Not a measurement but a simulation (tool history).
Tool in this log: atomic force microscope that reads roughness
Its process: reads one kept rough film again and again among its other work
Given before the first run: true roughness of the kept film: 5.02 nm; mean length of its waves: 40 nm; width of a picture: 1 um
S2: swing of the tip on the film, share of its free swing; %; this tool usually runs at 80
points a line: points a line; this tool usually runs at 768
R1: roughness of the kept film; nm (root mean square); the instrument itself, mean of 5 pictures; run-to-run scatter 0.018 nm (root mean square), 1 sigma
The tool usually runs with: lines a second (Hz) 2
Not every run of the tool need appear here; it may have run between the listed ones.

{"run": 1, "day": 0.0, "lines a second (Hz)": 2, "S2": 80, "points a line": 768, "R1": 3.558}
{"day": 0.562, "done": "new tip fitted"}
{"run": 2, "day": 0.638, "lines a second (Hz)": 2, "S2": 80, "points a line": 430, "R1": 4.25}
{"run": 3, "day": 1.388, "lines a second (Hz)": 2, "S2": 80, "points a line": 430, "R1": 4.165}
{"run": 4, "day": 2.388, "lines a second (Hz)": 2, "S2": 80, "points a line": 430, "R1": 4.006}
{"run": 5, "day": 3.521, "lines a second (Hz)": 2, "S2": 80, "points a line": 430, "R1": 3.914}
{"run": 6, "day": 4.288, "lines a second (Hz)": 1.75, "S2": 80, "points a line": 768, "R1": 3.866}
{"run": 7, "day": 5.138, "lines a second (Hz)": 2, "S2": 80, "points a line": 823, "R1": 3.727}
{"run": 8, "day": 5.6, "lines a second (Hz)": 2, "S2": 79, "points a line": 768, "R1": 3.711}
{"run": 9, "day": 6.342, "lines a second (Hz)": 2, "S2": 80, "points a line": 768, "R1": 3.589}
{"day": 6.829, "done": "new tip fitted"}
{"run": 10, "day": 7.446, "lines a second (Hz)": 2, "S2": 80, "points a line": 768, "R1": 4.189}
{"run": 11, "day": 8.204, "lines a second (Hz)": 2, "S2": 84, "points a line": 768, "R1": 4.027}
{"run": 12, "day": 9.025, "lines a second (Hz)": 1.63, "S2": 80, "points a line": 397, "R1": 4.036}
{"run": 13, "day": 10.112, "lines a second (Hz)": 0.65, "S2": 76, "points a line": 634, "R1": 4.082}
{"run": 14, "day": 10.633, "lines a second (Hz)": 1.29, "S2": 76, "points a line": 634, "R1": 3.984}
{"run": 15, "day": 11.6, "lines a second (Hz)": 3.18, "S2": 84, "points a line": 335, "R1": 3.48}
{"run": 16, "day": 12.442, "lines a second (Hz)": 3.18, "S2": 84, "points a line": 335, "R1": 3.361}
{"run": 17, "day": 12.921, "lines a second (Hz)": 2.59, "S2": 80, "points a line": 768, "R1": 3.525}
{"day": 13.1, "done": "new tip fitted"}
{"run": 18, "day": 14.062, "lines a second (Hz)": 2.59, "S2": 80, "points a line": 768, "R1": 4.04}
{"run": 19, "day": 14.538, "lines a second (Hz)": 2.59, "S2": 80, "points a line": 768, "R1": 4.012}
{"run": 20, "day": 15.346, "lines a second (Hz)": 0.83, "S2": 80, "points a line": 516, "R1": 4.139}
{"run": 21, "day": 16.083, "lines a second (Hz)": 2, "S2": 89, "points a line": 779, "R1": 3.763}

How would selected steps in R1 from run to run divide? Give the signed amount a tool lacking its hidden state would still show from settings, what came in and random variation, and the signed amount left for the hidden state, including any gauge scatter that is not in both of the compared results.
Hidden state present: radius of the tip, nm; height scale over the true one, %; drift of the gauge itself on roughness_nm, %.
Run 1 -> 2: points a line 768 -> 430, new tip fitted. R1 +0.692 nm (root mean square): hidden state +0.693, all else -0.001.
Run 9 -> 10: new tip fitted. R1 +0.6 nm (root mean square): hidden state +0.601, all else -0.001.
